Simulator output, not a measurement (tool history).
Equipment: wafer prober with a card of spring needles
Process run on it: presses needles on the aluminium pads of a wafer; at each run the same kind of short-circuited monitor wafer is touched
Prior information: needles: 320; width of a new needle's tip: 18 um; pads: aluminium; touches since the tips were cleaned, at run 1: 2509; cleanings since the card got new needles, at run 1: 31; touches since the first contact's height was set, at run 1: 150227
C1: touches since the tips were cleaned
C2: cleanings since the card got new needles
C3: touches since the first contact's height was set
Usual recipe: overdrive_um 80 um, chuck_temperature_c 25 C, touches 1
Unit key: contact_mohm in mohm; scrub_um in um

Run 1, hour 0.0: usual settings; C1 2509; C2 31; C3 150227. Result: contact_mohm 142 mohm, scrub_um 16.55 um.
At hour 2.5: tips cleaned on abrasive film.
At hour 9.4: tips cleaned on abrasive film.
Run 2, hour 9.8: usual settings; C1 241; C2 33; C3 156507. Result: contact_mohm 141 mohm, scrub_um 16.53 um.
At hour 15.7: tips cleaned on abrasive film.
Run 3, hour 17.6: usual settings; C1 1231; C2 34; C3 161569. Result: contact_mohm 141 mohm, scrub_um 16.55 um.
At hour 22.3: tips cleaned on abrasive film.
Run 4, hour 27.2: usual settings; C1 3211; C2 35; C3 167829. Result: contact_mohm 142 mohm, scrub_um 16.65 um.
At hour 29.5: tips cleaned on abrasive film.
Run 5, hour 32.9: usual settings; C1 2258; C2 36; C3 171487. Result: contact_mohm 139 mohm, scrub_um 16.65 um.
At hour 36.0: tips cleaned on abrasive film.
At hour 42.3: tips cleaned on abrasive film.
Run 6, hour 43.8: usual settings; C1 988; C2 38; C3 178532. Result: contact_mohm 142 mohm, scrub_um 16.63 um.
At hour 48.7: tips cleaned on abrasive film.
Run 7, hour 52.6: usual settings; C1 2540; C2 39; C3 184231. Result: contact_mohm 139 mohm, scrub_um 16.64 um.
At hour 55.4: tips cleaned on abrasive film.
Run 8, hour 59.0: usual settings; C1 2370; C2 40; C3 188367. Result: contact_mohm 142 mohm, scrub_um 16.62 um.
At hour 61.8: tips cleaned on abrasive film.
Run 9, hour 65.4: usual settings; C1 2380; C2 41; C3 192479. Result: contact_mohm 144 mohm, scrub_um 16.65 um.
At hour 68.2: tips cleaned on abrasive film.
Run 10, hour 73.9: usual settings; C1 3715; C2 42; C3 198004. Result: contact_mohm 139 mohm, scrub_um 16.64 um.
At hour 75.0: tips cleaned on abrasive film.
Run 11, hour 79.6: usual settings; C1 3025; C2 43; C3 201655. Result: contact_mohm 141 mohm, scrub_um 16.65 um.
At hour 81.6: tips cleaned on abrasive film.
Run 12, hour 86.1: usual settings; C1 2950; C2 44; C3 205897. Result: contact_mohm 143 mohm, scrub_um 16.69 um.
At hour 88.0: tips cleaned on abrasive film.
Run 13, hour 91.6: usual settings; C1 2374; C2 45; C3 209410. Result: contact_mohm 139 mohm, scrub_um 16.68 um.
At hour 92.8: height of the first contact set anew.
At hour 95.1: tips cleaned on abrasive film.
Run 14, hour 97.2: usual settings; C1 1395; C2 46; C3 2783. Result: contact_mohm 141 mohm, scrub_um 16.66 um.
At hour 101.7: tips cleaned on abrasive film.
Run 15, hour 103.8: usual settings; C1 1348; C2 47; C3 7026. Result: contact_mohm 143 mohm, scrub_um 16.70 um.
At hour 108.5: tips cleaned on abrasive film.
Run 16, hour 109.5: usual settings; C1 669; C2 48; C3 10724. Result: contact_mohm 140 mohm, scrub_um 16.71 um.
At hour 115.3: tips cleaned on abrasive film.
Run 17, hour 120.0: usual settings but overdrive_um 94 um, chuck_temperature_c 62 C; C1 3096; C2 49; C3 17585. Result: contact_mohm 145 mohm, scrub_um 19.64 um.
At hour 121.8: tips cleaned on abrasive film.
Run 18, hour 125.8: usual settings but overdrive_um 62 um, chuck_temperature_c 26 C, touches 2; C1 2640; C2 50; C3 21299. Result: contact_mohm 142 mohm, scrub_um 12.98 um.
At hour 128.2: tips cleaned on abrasive film.
At hour 134.6: tips cleaned on abrasive film.
Run 19, hour 134.6: usual settings but chuck_temperature_c 32 C, touches 2; C1 0; C2 52; C3 26934. Result: contact_mohm 143 mohm, scrub_um 16.76 um.
At hour 141.0: tips cleaned on abrasive film.
Run 20, hour 143.0: usual settings but overdrive_um 77 um, chuck_temperature_c 35 C, touches 3; C1 1339; C2 53; C3 32385. Result: contact_mohm 141 mohm, scrub_um 16.12 um.
At hour 147.7: tips cleaned on abrasive film.
Run 21, hour 148.4: usual settings but overdrive_um 61 um, chuck_temperature_c 31 C, touches 2; C1 439; C2 54; C3 35860. Result: contact_mohm 147 mohm, scrub_um 12.78 um.
At hour 154.1: tips cleaned on abrasive film.
Run 22, hour 154.1: usual settings but overdrive_um 67 um, chuck_temperature_c 121 C; C1 27; C2 55; C3 39566. Result: contact_mohm 162 mohm, scrub_um 14.02 um.
At hour 160.8: tips cleaned on abrasive film.
Run 23, hour 161.1: usual settings but overdrive_um 84 um, chuck_temperature_c 48 C, touches 2; C1 161; C2 56; C3 44051. Result: contact_mohm 144 mohm, scrub_um 17.63 um.
At hour 167.7: tips cleaned on abrasive film.
Run 24, hour 171.3: usual settings but overdrive_um 73 um; C1 2338; C2 57; C3 50693. Result: contact_mohm 143 mohm, scrub_um 15.36 um.
At hour 174.5: tips cleaned on abrasive film.
Run 25, hour 180.1: usual settings but overdrive_um 73 um; C1 3677; C2 58; C3 56404. Result: contact_mohm 142 mohm, scrub_um 15.40 um.
At hour 180.9: tips cleaned on abrasive film.
Run 26, hour 186.1: usual settings but overdrive_um 73 um; C1 3427; C2 59; C3 60276. Result: contact_mohm 143 mohm, scrub_um 15.25 um.
At hour 187.8: tips cleaned on abrasive film.
Run 27, hour 191.8: usual settings but overdrive_um 77 um, chuck_temperature_c 37 C; C1 2634; C2 60; C3 63947. Result: contact_mohm 143 mohm, scrub_um 16.21 um.
At hour 194.5: tips cleaned on abrasive film.
Run 28, hour 196.6: usual settings but overdrive_um 60 um, touches 2; C1 1395; C2 61; C3 67056. Result: contact_mohm 142 mohm, scrub_um 12.66 um.
At hour 201.2: tips cleaned on abrasive film.
At hour 207.7: tips cleaned on abrasive film.
Run 29, hour 207.7: usual settings but overdrive_um 95 um, chuck_temperature_c 57 C; C1 0; C2 63; C3 74181. Result: contact_mohm 144 mohm, scrub_um 20.12 um.
At hour 214.3: tips cleaned on abrasive film.
Run 30, hour 218.8: usual settings but overdrive_um 95 um, chuck_temperature_c 57 C; C1 2931; C2 64; C3 81375. Result: contact_mohm 142 mohm, scrub_um 20.09 um.
At hour 220.9: tips cleaned on abrasive film.
At hour 225.1: gauge calibrated.
At hour 227.2: tips cleaned on abrasive film.
Run 31, hour 227.2: usual settings but overdrive_um 89 um, chuck_temperature_c 33 C; C1 0; C2 66; C3 86809. Result: contact_mohm 139 mohm, scrub_um 18.42 um.
At hour 233.6: tips cleaned on abrasive film.
Run 32, hour 234.7: usual settings but overdrive_um 68 um, chuck_temperature_c 78 C, touches 3; C1 707; C2 67; C3 91618. Result: contact_mohm 152 mohm, scrub_um 14.08 um.

Describe how what the log doesn't record of the tool's condition differs between the last listed run preceding each entry between runs and the first listed run following it.
Between runs 1 and 2: tips cleaned on abrasive film (hour 2.5); tips cleaned on abrasive film (hour 9.4)
  debris on the tips, nm: 0.8 -> 0.2; drift of the gauge itself on scrub_um, %: 0 -> 0.09
  measured result minus the result with no hidden state, scrub_um: +0.00 -> +0.01 um
Between runs 2 and 3: tips cleaned on abrasive film (hour 15.7)
  debris on the tips, nm: 0.2 -> 0.6; drift of the gauge itself on scrub_um, %: 0.09 -> 0.16
  measured result minus the result with no hidden state, scrub_um: +0.01 -> +0.02 um
Between runs 3 and 4: tips cleaned on abrasive film (hour 22.3)
  debris on the tips, nm: 0.6 -> 1; drift of the gauge itself on scrub_um, %: 0.16 -> 0.25
  measured result minus the result with no hidden state, scrub_um: +0.02 -> +0.04 um
Between runs 4 and 5: tips cleaned on abrasive film (hour 29.5)
  debris on the tips, nm: 1 -> 0.8; drift of the gauge itself on scrub_um, %: 0.25 -> 0.31
  measured result minus the result with no hidden state, scrub_um: +0.04 -> +0.05 um
Between runs 5 and 6: tips cleaned on abrasive film (hour 36.0); tips cleaned on abrasive film (hour 42.3)
  debris on the tips, nm: 0.8 -> 0.5; drift of the gauge itself on scrub_um, %: 0.31 -> 0.41
  measured result minus the result with no hidden state, scrub_um: +0.05 -> +0.07 um
Between runs 6 and 7: tips cleaned on abrasive film (hour 48.7)
  debris on the tips, nm: 0.5 -> 0.9; drift of the gauge itself on scrub_um, %: 0.41 -> 0.49
  measured result minus the result with no hidden state, scrub_um: +0.07 -> +0.08 um
Between runs 7 and 8: tips cleaned on abrasive film (hour 55.4)
  debris on the tips, nm: 0.9 -> 0.8; drift of the gauge itself on scrub_um, %: 0.49 -> 0.55
  measured result minus the result with no hidden state, scrub_um: +0.08 -> +0.09 um
Between runs 8 and 9: tips cleaned on abrasive film (hour 61.8)
  debris on the tips, nm: 0.8 -> 0.9; drift of the gauge itself on scrub_um, %: 0.55 -> 0.61
  measured result minus the result with no hidden state, scrub_um: +0.09 -> +0.09 um
Between runs 9 and 10: tips cleaned on abrasive film (hour 68.2)
  debris on the tips, nm: 0.9 -> 1; drift of the gauge itself on scrub_um, %: 0.61 -> 0.69
  measured result minus the result with no hidden state, scrub_um: +0.09 -> +0.11 um
Between runs 10 and 11: tips cleaned on abrasive film (hour 75.0)
  debris on the tips, nm: 1 -> 0.9; drift of the gauge itself on scrub_um, %: 0.69 -> 0.74
  measured result minus the result with no hidden state, scrub_um: +0.11 -> +0.12 um
Between runs 11 and 12: tips cleaned on abrasive film (hour 81.6)
  drift of the gauge itself on scrub_um, %: 0.74 -> 0.8
  measured result minus the result with no hidden state, scrub_um: +0.12 -> +0.13 um
Between runs 12 and 13: tips cleaned on abrasive film (hour 88.0)
  debris on the tips, nm: 0.9 -> 0.8; drift of the gauge itself on scrub_um, %: 0.8 -> 0.85
  measured result minus the result with no hidden state, scrub_um: +0.13 -> +0.14 um
Between runs 13 and 14: height of the first contact set anew (hour 92.8); tips cleaned on abrasive film (hour 95.1)
  debris on the tips, nm: 0.8 -> 0.6; way that the needles fall short of the set height, um: 0.01 -> 0; drift of the gauge itself on scrub_um, %: 0.85 -> 0.9
  measured result minus the result with no hidden state, scrub_um: +0.14 -> +0.15 um
Between runs 14 and 15: tips cleaned on abrasive film (hour 101.7)
  drift of the gauge itself on scrub_um, %: 0.9 -> 0.96
  measured result minus the result with no hidden state, scrub_um: +0.15 -> +0.16 um
Between runs 15 and 16: tips cleaned on abrasive film (hour 108.5)
  debris on the tips, nm: 0.6 -> 0.4; drift of the gauge itself on scrub_um, %: 0.96 -> 1.02
  measured result minus the result with no hidden state, scrub_um: +0.16 -> +0.17 um
Between runs 16 and 17: tips cleaned on abrasive film (hour 115.3)
  debris on the tips, nm: 0.4 -> 1; drift of the gauge itself on scrub_um, %: 1.02 -> 1.11
  measured result minus the result with no hidden state, scrub_um: +0.17 -> +0.21 um
Between runs 17 and 18: tips cleaned on abrasive film (hour 121.8)
  debris on the tips, nm: 1 -> 0.9; tips' diameter, um: 18 -> 18.01; drift of the gauge itself on scrub_um, %: 1.11 -> 1.17
  measured result minus the result with no hidden state, scrub_um: +0.21 -> +0.15 um
Between runs 18 and 19: tips cleaned on abrasive film (hour 128.2); tips cleaned on abrasive film (hour 134.6)
  debris on the tips, nm: 0.9 -> 0.1; drift of the gauge itself on scrub_um, %: 1.17 -> 1.25
  measured result minus the result with no hidden state, scrub_um: +0.15 -> +0.21 um
Between runs 19 and 20: tips cleaned on abrasive film (hour 141.0)
  debris on the tips, nm: 0.1 -> 0.6; drift of the gauge itself on scrub_um, %: 1.25 -> 1.33
  measured result minus the result with no hidden state, scrub_um: +0.21 -> +0.21 um
Between runs 20 and 21: tips cleaned on abrasive film (hour 147.7)
  debris on the tips, nm: 0.6 -> 0.2; drift of the gauge itself on scrub_um, %: 1.33 -> 1.38
  measured result minus the result with no hidden state, scrub_um: +0.21 -> +0.17 um
Between runs 21 and 22: tips cleaned on abrasive film (hour 154.1)
  debris on the tips, nm: 0.2 -> 0.1; drift of the gauge itself on scrub_um, %: 1.38 -> 1.43
  measured result minus the result with no hidden state, scrub_um: +0.17 -> +0.20 um
Between runs 22 and 23: tips cleaned on abrasive film (hour 160.8)
  debris on the tips, nm: 0.1 -> 0.2; drift of the gauge itself on scrub_um, %: 1.43 -> 1.5
  measured result minus the result with no hidden state, scrub_um: +0.20 -> +0.26 um
Between runs 23 and 24: tips cleaned on abrasive film (hour 167.7)
  debris on the tips, nm: 0.2 -> 0.9; drift of the gauge itself on scrub_um, %: 1.5 -> 1.59
  measured result minus the result with no hidden state, scrub_um: +0.26 -> +0.24 um
Between runs 24 and 25: tips cleaned on abrasive film (hour 174.5)
  debris on the tips, nm: 0.9 -> 1.1; drift of the gauge itself on scrub_um, %: 1.59 -> 1.67
  measured result minus the result with no hidden state, scrub_um: +0.24 -> +0.25 um
Between runs 25 and 26: tips cleaned on abrasive film (hour 180.9)
  debris on the tips, nm: 1.1 -> 1; drift of the gauge itself on scrub_um, %: 1.67 -> 1.73
  measured result minus the result with no hidden state, scrub_um: +0.25 -> +0.25 um
Between runs 26 and 27: tips cleaned on abrasive film (hour 187.8)
  debris on the tips, nm: 1 -> 0.8; drift of the gauge itself on scrub_um, %: 1.73 -> 1.78
  measured result minus the result with no hidden state, scrub_um: +0.25 -> +0.28 um
Between runs 27 and 28: tips cleaned on abrasive film (hour 194.5)
  debris on the tips, nm: 0.8 -> 0.6; drift of the gauge itself on scrub_um, %: 1.78 -> 1.83
  measured result minus the result with no hidden state, scrub_um: +0.28 -> +0.22 um
Between runs 28 and 29: tips cleaned on abrasive film (hour 201.2); tips cleaned on abrasive film (hour 207.7)
  debris on the tips, nm: 0.6 -> 0.1; way that the needles fall short of the set height, um: 0 -> 0.01; drift of the gauge itself on scrub_um, %: 1.83 -> 1.93
  measured result minus the result with no hidden state, scrub_um: +0.22 -> +0.38 um
Between runs 29 and 30: tips cleaned on abrasive film (hour 214.3)
  debris on the tips, nm: 0.1 -> 0.9; drift of the gauge itself on scrub_um, %: 1.93 -> 2.03
  measured result minus the result with no hidden state, scrub_um: +0.38 -> +0.40 um
Between runs 30 and 31: tips cleaned on abrasive film (hour 220.9); gauge calibrated (hour 225.1); tips cleaned on abrasive film (hour 227.2)
  debris on the tips, nm: 0.9 -> 0.1; drift of the gauge itself on scrub_um, %: 2.03 -> 0.02
  measured result minus the result with no hidden state, scrub_um: +0.40 -> +0.00 um
Between runs 31 and 32: tips cleaned on abrasive film (hour 233.6)
  debris on the tips, nm: 0.1 -> 0.3; drift of the gauge itself on scrub_um, %: 0.02 -> 0.09
  measured result minus the result with no hidden state, scrub_um: +0.00 -> +0.01 um

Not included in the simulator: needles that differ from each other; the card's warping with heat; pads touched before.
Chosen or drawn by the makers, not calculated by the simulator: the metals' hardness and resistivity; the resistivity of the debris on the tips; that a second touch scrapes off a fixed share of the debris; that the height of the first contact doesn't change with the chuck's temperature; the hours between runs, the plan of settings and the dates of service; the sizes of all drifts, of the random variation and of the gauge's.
